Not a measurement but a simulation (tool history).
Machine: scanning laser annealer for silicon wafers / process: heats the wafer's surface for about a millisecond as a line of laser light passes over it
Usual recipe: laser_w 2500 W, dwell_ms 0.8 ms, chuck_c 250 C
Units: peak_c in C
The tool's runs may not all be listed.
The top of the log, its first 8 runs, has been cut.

run,day,laser_w,dwell_ms,chuck_c,hours of work since the window was cleaned,hours of work since the power meter was calibrated,hours of work since the optics were aligned,peak_c
9,4.879,2500,0.8,250,386,188,579,967
10,5.475,2500,0.8,258,394,197,587,973
11,5.996,2500,0.8,284,402,204,595,998
12,6.583,2500,0.8,284,410,213,603,1001
13,7.104,2500,0.8,284,418,220,611,997
14,7.546,2500,0.8,284,424,227,617,997
15,8.383,2500,0.953,250,436,239,629,1038
16,8.875,2500,0.8,250,443,246,636,967
17,9.446,2628,0.8,250,451,254,644,1005
18,10.208,2500,0.8,250,462,265,655,960
19,10.592,2500,0.8,250,468,270,661,967
20,11.079,2461,0.8,250,475,277,668,953
21,11.433,2461,0.8,250,480,282,673,947
22,11.875,2613,0.772,250,486,289,679,986
23,12.383,2214,0.8,266,493,296,686,892
24,12.838,2214,0.8,266,500,302,693,890
25,13.317,2500,0.664,247,507,309,700,890

Forecast run 26:
26,13.796,2424,0.674,250,514,316,707,?

peak_c: 878 C
If the tool had no hidden condition, the same run with the same run-to-run variation would have returned peak_c 878 C.
